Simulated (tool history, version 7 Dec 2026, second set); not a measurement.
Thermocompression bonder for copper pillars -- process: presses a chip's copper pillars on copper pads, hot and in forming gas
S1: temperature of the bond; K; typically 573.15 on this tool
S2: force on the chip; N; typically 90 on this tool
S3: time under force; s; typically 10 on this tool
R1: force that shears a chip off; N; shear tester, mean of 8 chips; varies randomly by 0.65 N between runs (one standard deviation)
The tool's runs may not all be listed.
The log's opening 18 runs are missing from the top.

run,day,S1,S2,S3,R1
19,5.846,585.15,90,10,67.5
20,6.154,546.15,115,5,46.5
21,6.483,574.15,125,28,83.5
22,6.808,587.15,59,9,52.6
23,7.050,558.15,69,8,44.6
24,7.262,578.15,118,8,67.9
25,7.575,578.15,118,8,68.0
26,8.000,588.15,101,5,60.0
27,8.279,588.15,101,5,59.7
28,8.571,603.15,90,10,71.4
29,8.896,600.15,92,5,62.6
30,9.229,589.15,114,23,83.8
31,9.621,587.15,68,25,72.8
32,10.067,587.15,68,25,73.1
33,10.296,551.15,80,13,51.5
34,10.538,551.15,80,13,53.2
35,10.825,551.15,80,13,50.8
36,11.171,551.15,80,13,52.2
37,11.571,551.15,80,13,52.6
# day 11.933: forming gas filter changed
38,11.938,578.15,67,15,64.1

Alternative continuations, all from the tool just after run 38; predict every row:
A,12.146,581.15,96,10,?
B,12.146,549.15,110,10,?
C,12.146,573.15,90,9,?
D,12.146,573.15,73,9,?

run,R1
A,69.8
B,59.2
C,63.5
D,56.8
Had the tool no hidden state, the same runs would have come out as:
run,R1
A,64.7
B,53.3
C,58.1
D,51.4

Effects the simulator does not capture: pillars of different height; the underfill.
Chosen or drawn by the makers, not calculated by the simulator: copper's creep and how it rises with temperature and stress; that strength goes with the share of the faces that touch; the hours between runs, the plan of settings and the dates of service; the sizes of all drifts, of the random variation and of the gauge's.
